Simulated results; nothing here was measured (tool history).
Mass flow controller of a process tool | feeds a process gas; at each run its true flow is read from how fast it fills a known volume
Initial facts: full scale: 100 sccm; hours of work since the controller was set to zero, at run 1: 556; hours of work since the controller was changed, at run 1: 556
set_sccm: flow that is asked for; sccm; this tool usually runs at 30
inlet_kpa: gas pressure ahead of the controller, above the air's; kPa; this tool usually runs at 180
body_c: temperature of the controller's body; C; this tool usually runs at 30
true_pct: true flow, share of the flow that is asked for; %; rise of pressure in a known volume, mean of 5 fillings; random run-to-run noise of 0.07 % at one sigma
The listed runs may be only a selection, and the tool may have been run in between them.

run    hour  set_sccm  inlet_kpa  body_c  hours of work since the controller was set to zero  hours of work since the controller was changed  true_pct
  1       0        30        180      30                                                 556                                             556     98.83
  2    62.5        68        180      30                                                 606                                             606     99.68
  3   113.5        30        180      21                                                 647                                             647     98.54
  4   204.3        22        180      30                                                 719                                             719     98.98
  5   281.5        22        180      30                                                 781                                             781     99.15
  6   369.5        22        180      30                                                 851                                             851     99.09
  7   417.4        22        180      30                                                 889                                             889        99
  8   495.8        22        180      30                                                 952                                             952     99.11
  9   588.2        30        254      30                                                1025                                            1025     99.78
 10   686.6        30        254      30                                                1104                                            1104    100.11
 11   768.8        30        254      30                                                1169                                            1169    100.05
 12   861.3        30        254      30                                                1243                                            1243    100.08
 13   906.3        30        278      30                                                1279                                            1279    100.47
 14   968.6        30        278      30                                                1329                                            1329    100.47
 15  1043.7        14        278      30                                                1388                                            1388    100.24
 16  1118.1        14        278      30                                                1448                                            1448    100.24
 17  1171.3        20        158      21                                                1490                                            1490     99.04
 18  1229.1        37        199      25                                                1536                                            1536       100
 19  1288.6        37        191      20                                                1584                                            1584     99.62
 20  1353.5        12        176      20                                                1635                                            1635     99.31
 21  1454.3        57        194      32                                                1716                                            1716     100.9
 22  1508.2        39        180      21                                                1759                                            1759     99.91
 23  1564.1        11        277      25                                                1803                                            1803    100.26

3 ways to go on from here, each from the tool as it stands after run 23. What would each give?
  A  1622        25        243      34                                                1850                                            1850         ?
  B  1622        93        147      23                                                1850                                            1850         ?
  C  1622        14        161      29                                                1850                                            1850         ?

run  true_pct
  A    100.86
  B    100.84
  C     99.79
Without the tool's unlogged condition, the same runs would have read:
run  true_pct
  A     99.42
  B     99.41
  C     98.38

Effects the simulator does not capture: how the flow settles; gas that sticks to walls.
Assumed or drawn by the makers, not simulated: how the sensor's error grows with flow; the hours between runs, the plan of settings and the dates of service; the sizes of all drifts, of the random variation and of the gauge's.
